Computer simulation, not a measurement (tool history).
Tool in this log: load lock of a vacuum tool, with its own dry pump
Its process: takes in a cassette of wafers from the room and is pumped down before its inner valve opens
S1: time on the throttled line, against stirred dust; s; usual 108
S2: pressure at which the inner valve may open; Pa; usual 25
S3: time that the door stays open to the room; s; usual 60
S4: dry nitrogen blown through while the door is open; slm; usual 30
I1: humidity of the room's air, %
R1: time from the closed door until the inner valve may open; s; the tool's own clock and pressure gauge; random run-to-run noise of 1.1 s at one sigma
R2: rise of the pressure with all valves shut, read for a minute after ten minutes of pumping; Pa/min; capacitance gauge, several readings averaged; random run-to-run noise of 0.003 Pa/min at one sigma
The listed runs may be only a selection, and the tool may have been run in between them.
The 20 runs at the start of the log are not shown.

Run 21, hour 2030.5: usual settings but S2 36 Pa, S3 144 s, S4 36 slm; I1 47. Result: R1 179.7 s, R2 0.09 Pa/min.
Run 22, hour 2165.3: usual settings but S2 36 Pa, S3 144 s, S4 36 slm; I1 43.4. Result: R1 178.4 s, R2 0.088 Pa/min.
Run 23, hour 2267.7: usual settings but S2 36 Pa, S3 131 s, S4 15 slm; I1 48.2. Result: R1 178 s, R2 0.107 Pa/min.
Run 24, hour 2388.7: usual settings but S2 36 Pa, S3 131 s, S4 15 slm; I1 44.7. Result: R1 180.7 s, R2 0.106 Pa/min.
Run 25, hour 2477.7: usual settings but S2 36 Pa, S3 131 s, S4 15 slm; I1 46.1. Result: R1 178.8 s, R2 0.104 Pa/min.
Run 26, hour 2577.9: usual settings but S1 183 s, S2 36 Pa, S3 197 s, S4 28 slm; I1 50.3. Result: R1 234.9 s, R2 0.109 Pa/min.
Run 27, hour 2703.5: usual settings but S1 75 s, S2 42 Pa, S3 61 s, S4 5 slm; I1 45. Result: R1 153 s, R2 0.113 Pa/min.
Run 28, hour 2780.1: usual settings but S2 30 Pa, S4 39 slm; I1 46.4. Result: R1 183.1 s, R2 0.082 Pa/min.
Run 29, hour 2842.4: usual settings but S1 110 s, S4 5 slm; I1 43.7. Result: R1 186.4 s, R2 0.106 Pa/min.
Run 30, hour 2908.9: usual settings but S1 95 s, S2 24 Pa; I1 43.8. Result: R1 175.6 s, R2 0.085 Pa/min.
Run 31, hour 3031.5: usual settings but S1 80 s, S2 26 Pa, S4 7 slm; I1 43.2. Result: R1 163.1 s, R2 0.108 Pa/min.
Run 32, hour 3166.6: usual settings but S1 80 s, S2 26 Pa, S4 7 slm; I1 45.9. Result: R1 162.6 s, R2 0.109 Pa/min.
Run 33, hour 3230.1: usual settings but S1 80 s, S2 26 Pa, S3 52 s, S4 13 slm; I1 47.4. Result: R1 163.3 s, R2 0.098 Pa/min.
Run 34, hour 3301.7: usual settings but S1 80 s, S2 26 Pa, S3 52 s, S4 13 slm; I1 42.4. Result: R1 162.7 s, R2 0.095 Pa/min.
Run 35, hour 3376.3: usual settings but S2 43 Pa, S3 64 s, S4 9 slm; I1 42. Result: R1 176.5 s, R2 0.108 Pa/min.
Run 36, hour 3438: usual settings but S2 43 Pa, S3 220 s, S4 22 slm; I1 44.4. Result: R1 177 s, R2 0.116 Pa/min.

3 options for the next run, each taken on its own from the tool as it stands now. Forecast them:
Run A, hour 3501.8: usual settings but S1 201 s, S2 22 Pa, S3 220 s, S4 8 slm; I1 47.7. Result: R1 ?, R2 ?.
Run B, hour 3501.8: usual settings but S1 82 s, S4 15 slm; I1 46.3. Result: R1 ?, R2 ?.
Run C, hour 3501.8: usual settings but S1 80 s, S2 43 Pa, S3 220 s, S4 22 slm; I1 43.8. Result: R1 ?, R2 ?.

run     R1     R2
  A    254  0.158
  B  166.1  0.103
  C  158.1  0.116
Stripped of hidden state, with their random variation kept, the same runs would have yielded:
run     R1     R2
  A  250.3  0.091
  B  160.4  0.036
  C  152.9  0.049
